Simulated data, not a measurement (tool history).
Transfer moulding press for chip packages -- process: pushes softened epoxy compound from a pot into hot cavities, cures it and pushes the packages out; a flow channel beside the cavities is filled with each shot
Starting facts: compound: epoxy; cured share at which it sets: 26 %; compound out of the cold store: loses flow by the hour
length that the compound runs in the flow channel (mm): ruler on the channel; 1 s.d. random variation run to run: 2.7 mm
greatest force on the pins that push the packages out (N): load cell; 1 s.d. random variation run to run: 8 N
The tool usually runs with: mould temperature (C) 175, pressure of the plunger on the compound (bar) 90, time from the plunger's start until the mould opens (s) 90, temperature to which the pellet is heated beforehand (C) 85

run,hour,mould temperature (C),pressure of the plunger on the compound (bar),time from the plunger's start until the mould opens (s),temperature to which the pellet is heated beforehand (C),incoming compound's hours out of the cold store,length that the compound runs in the flow channel (mm),greatest force on the pins that push the packages out (N)
1,0,175,90,90,85,15.2,585,426
# hour 31.1: cavities cleaned with cleaning compound and waxed
2,36.8,175,90,90,85,12,586,380
3,69.1,175,90,90,85,17.7,560,487
# hour 75.3: plunger's sealing rings changed
# hour 76.8: cavities cleaned with cleaning compound and waxed
4,107.6,175,90,90,85,23.6,576,478
# hour 117.7: cavities cleaned with cleaning compound and waxed
5,147.2,175,90,90,85,25.1,571,475
# hour 158.9: cavities cleaned with cleaning compound and waxed
6,192,175,90,90,85,15.4,597,496
# hour 200.8: cavities cleaned with cleaning compound and waxed
7,215.8,175,90,90,85,33.6,528,428
# hour 242.2: cavities cleaned with cleaning compound and waxed
8,243.4,175,90,90,85,36.7,517,347
9,265.2,175,90,90,85,47.2,480,455
# hour 284.4: cavities cleaned with cleaning compound and waxed
10,295.8,175,90,100,85,27.5,543,371
# hour 327.2: cavities cleaned with cleaning compound and waxed
11,328.9,175,90,90,85,34.2,516,345
12,358.5,175,90,90,85,27.7,530,487
# hour 369.7: cavities cleaned with cleaning compound and waxed
13,402.9,175,90,90,85,18.5,555,500
# hour 412.2: cavities cleaned with cleaning compound and waxed
# hour 418.3: mould's thermocouples calibrated
# hour 424.1: plunger's sealing rings changed
14,440.4,175,90,90,85,37.2,534,486
# hour 457.4: cavities cleaned with cleaning compound and waxed
15,483.6,175,90,90,85,45.4,499,479
# hour 497.4: cavities cleaned with cleaning compound and waxed
16,528.5,175,90,92,85,37.3,524,510
# hour 537.9: cavities cleaned with cleaning compound and waxed
17,576,175,90,92,85,30.2,537,501
# hour 581.8: cavities cleaned with cleaning compound and waxed
18,599.9,175,90,101,85,22.3,566,394
# hour 621.7: cavities cleaned with cleaning compound and waxed
19,621.9,175,99.4,78,89,9.8,642,491
# hour 663.5: cavities cleaned with cleaning compound and waxed
20,672.7,175,99.4,78,89,30.2,556,539
# hour 703.3: cavities cleaned with cleaning compound and waxed
21,708.5,175,99.4,78,89,27.8,562,489
22,736,175,99.4,78,89,27.8,551,677
# hour 746.8: cavities cleaned with cleaning compound and waxed
# hour 770.1: plunger's sealing rings changed
23,772,175,99.4,78,89,44,532,612
# hour 791.5: cavities cleaned with cleaning compound and waxed
24,801.9,175,99.4,78,89,41,549,547
# hour 834.2: cavities cleaned with cleaning compound and waxed
25,848.5,175,99.4,78,89,16.2,629,593
# hour 875.9: cavities cleaned with cleaning compound and waxed
26,895.3,169,90.7,90,78,29.7,555,657
# hour 916.1: cavities cleaned with cleaning compound and waxed
27,920.7,175,90,90,89,43.8,491,381
28,943.3,175,107.9,96,85,34.3,573,463

Below are 3 alternative next runs, each starting from the tool's condition after run 28. Predict each:
# hour 955.8: cavities cleaned with cleaning compound and waxed
A,978.3,175,90,88,85,41.4,?,?
# hour 955.8: cavities cleaned with cleaning compound and waxed
B,978.3,175,86.6,90,85,18,?,?
# hour 955.8: cavities cleaned with cleaning compound and waxed
C,978.3,175,90,98,85,23.8,?,?

run,length that the compound runs in the flow channel (mm),greatest force on the pins that push the packages out (N)
A,495,463
B,568,496
C,553,429
With no hidden state in the tool, these same runs would have given:
run,length that the compound runs in the flow channel (mm),greatest force on the pins that push the packages out (N)
A,522,351
B,599,379
C,584,322

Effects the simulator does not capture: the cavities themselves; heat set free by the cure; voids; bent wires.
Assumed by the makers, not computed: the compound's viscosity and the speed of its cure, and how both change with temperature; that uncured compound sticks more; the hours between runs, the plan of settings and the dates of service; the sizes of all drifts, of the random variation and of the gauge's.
